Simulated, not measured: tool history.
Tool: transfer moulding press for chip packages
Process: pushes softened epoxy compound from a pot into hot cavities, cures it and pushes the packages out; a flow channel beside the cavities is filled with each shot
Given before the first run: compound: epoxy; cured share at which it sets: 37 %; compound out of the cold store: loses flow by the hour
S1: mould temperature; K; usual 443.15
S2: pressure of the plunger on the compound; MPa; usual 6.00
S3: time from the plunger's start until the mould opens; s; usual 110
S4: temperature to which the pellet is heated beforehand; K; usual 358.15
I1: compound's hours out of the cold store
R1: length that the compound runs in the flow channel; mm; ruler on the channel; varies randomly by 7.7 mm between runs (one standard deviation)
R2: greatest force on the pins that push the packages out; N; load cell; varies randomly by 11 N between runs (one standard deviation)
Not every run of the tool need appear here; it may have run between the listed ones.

run     day      S1    S2   S3      S4    I1    R1    R2
  1   0.000  443.15  6.00  110  358.15  11.1   967   945
  2   0.712  443.15  6.04  110  358.15  32.2   867   996
      1.112  -- cavities cleaned with cleaning compound and waxed
  3   1.525  443.15  6.00  110  358.15  45.4   819   654
  4   2.350  443.15  6.00  110  358.15  46.2   797   820
  5   3.050  443.15  6.00  110  358.15  40.7   822   906
      3.792  -- cavities cleaned with cleaning compound and waxed
  6   3.979  443.15  6.00  110  366.15  40.0   811   603
  7   4.954  443.15  6.00  110  366.15  47.5   794   798
  8   5.800  443.15  6.00  110  366.15  33.4   837   914
      6.517  -- cavities cleaned with cleaning compound and waxed
  9   6.988  443.15  6.00  110  366.15  28.2   840   648
 10   8.292  443.15  6.00  110  366.15  19.5   865   897
      9.300  -- cavities cleaned with cleaning compound and waxed
 11   9.683  443.15  6.00  110  366.15  43.4   768   604
 12  10.742  443.15  6.00  110  366.15  31.8   805   842
 13  11.808  443.15  6.00  110  368.15  27.6   820   957
     12.012  -- cavities cleaned with cleaning compound and waxed
 14  13.171  443.15  6.00  110  368.15  32.5   807   790
 15  13.921  443.15  6.00  110  368.15  12.3   872   921
     14.717  -- cavities cleaned with cleaning compound and waxed
     14.917  -- plunger's sealing rings changed
 16  15.125  443.15  6.00  110  368.15  11.9  1001   626
 17  15.817  439.15  6.00   93  368.15  27.4   947  1306
 18  16.546  445.15  7.29  149  365.15  20.9  1058   761
     17.504  -- cavities cleaned with cleaning compound and waxed
 19  17.738  450.15  6.00  110  366.15  35.6   876   535
 20  18.450  450.15  6.00  110  366.15  40.1   856   639
 21  19.092  443.15  4.98  110  358.15  10.0   910   910
 22  20.062  443.15  4.98  110  358.15  47.3   756   919
     20.200  -- cavities cleaned with cleaning compound and waxed
 23  20.896  448.15  7.48  133  363.15  23.8  1013   609
 24  22.092  437.15  6.00  106  365.15  11.0   989  1393
     22.912  -- cavities cleaned with cleaning compound and waxed
 25  23.050  443.15  5.68  110  357.15  14.4   916   572
 26  24.179  444.15  4.91  110  358.15  12.4   853   807
 27  24.742  447.15  5.06   91  358.15  10.5   877   986

Alternative continuations, all from the tool just after run 27; predict every row:
     25.612  -- cavities cleaned with cleaning compound and waxed
  A  25.654  447.15  5.26   91  358.15  11.4   ?   ?
     25.612  -- cavities cleaned with cleaning compound and waxed
  B  25.654  450.15  6.00   91  358.15  14.4   ?   ?
     25.612  -- cavities cleaned with cleaning compound and waxed
  C  25.654  443.15  6.00  110  358.15  15.5   ?   ?
     25.612  -- cavities cleaned with cleaning compound and waxed
  D  25.654  447.15  4.99   91  350.15  36.6   ?   ?

run   R1   R2
  A  888  604
  B  911  544
  C  928  542
  D  757  587
The same runs, with their run-to-run variation unchanged, on a tool lacking any hidden condition would have given:
run   R1   R2
  A  940  624
  B  964  547
  C  984  550
  D  802  601
